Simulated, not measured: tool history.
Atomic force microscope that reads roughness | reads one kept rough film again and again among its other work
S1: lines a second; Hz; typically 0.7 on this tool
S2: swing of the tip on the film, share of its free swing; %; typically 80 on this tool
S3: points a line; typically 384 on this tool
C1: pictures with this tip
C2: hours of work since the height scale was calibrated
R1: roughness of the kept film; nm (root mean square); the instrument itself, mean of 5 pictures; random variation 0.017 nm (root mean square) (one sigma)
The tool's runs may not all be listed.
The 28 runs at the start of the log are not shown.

run,hour,S1,S2,S3,C1,C2,R1
29,1830.4,1.228,65,797,112,884,3.682
30,1873.1,3.621,65,797,198,917,3.278
# hour 1888.2: new tip fitted
31,1911,0.658,65,405,46,945,4.035
32,1949.2,1.459,85,616,123,975,3.475
# hour 2004.6: new tip fitted
33,2016.8,1.459,85,616,25,1026,3.97
34,2103.5,1.459,85,616,199,1092,3.253
# hour 2116.2: new tip fitted
35,2164.7,1.388,80,384,98,1138,3.642
# hour 2228.5: new tip fitted
36,2228.5,1.388,80,384,0,1187,4.152
37,2302.8,1.388,80,384,150,1243,3.5
# hour 2341.3: new tip fitted
38,2350.6,0.721,80,742,19,1279,4.134
39,2409.9,1.068,85,380,138,1325,3.54
40,2447.9,1.068,85,380,215,1354,3.224
# hour 2455.8: new tip fitted
41,2489.9,2.025,80,451,69,1385,3.679
42,2564,2.025,80,451,218,1442,3.195
# hour 2569.7: new tip fitted
43,2601.3,1.333,72,271,64,1470,3.828
44,2640.7,3.523,72,271,143,1500,3.349
# hour 2683.7: new tip fitted
45,2691.6,0.7,66,475,16,1538,4.188
46,2754.9,0.7,66,475,143,1587,3.609
# hour 2796: new tip fitted
47,2797.4,0.835,68,475,3,1619,4.25
48,2851.8,0.835,68,475,112,1660,3.697

Branching from run 48: 3 alternative next runs. What would each branch give?
# hour 2908: new tip fitted
A,2914.2,0.7,69,384,12,1708,?
# hour 2908: new tip fitted
B,2914.2,0.835,65,475,12,1708,?
# hour 2908: new tip fitted
C,2914.2,2.918,59,682,12,1708,?

run,R1
A,4.207
B,4.221
C,4.154
With no hidden state in the tool, these same runs would have given:
run,R1
A,4.253
B,4.267
C,4.199
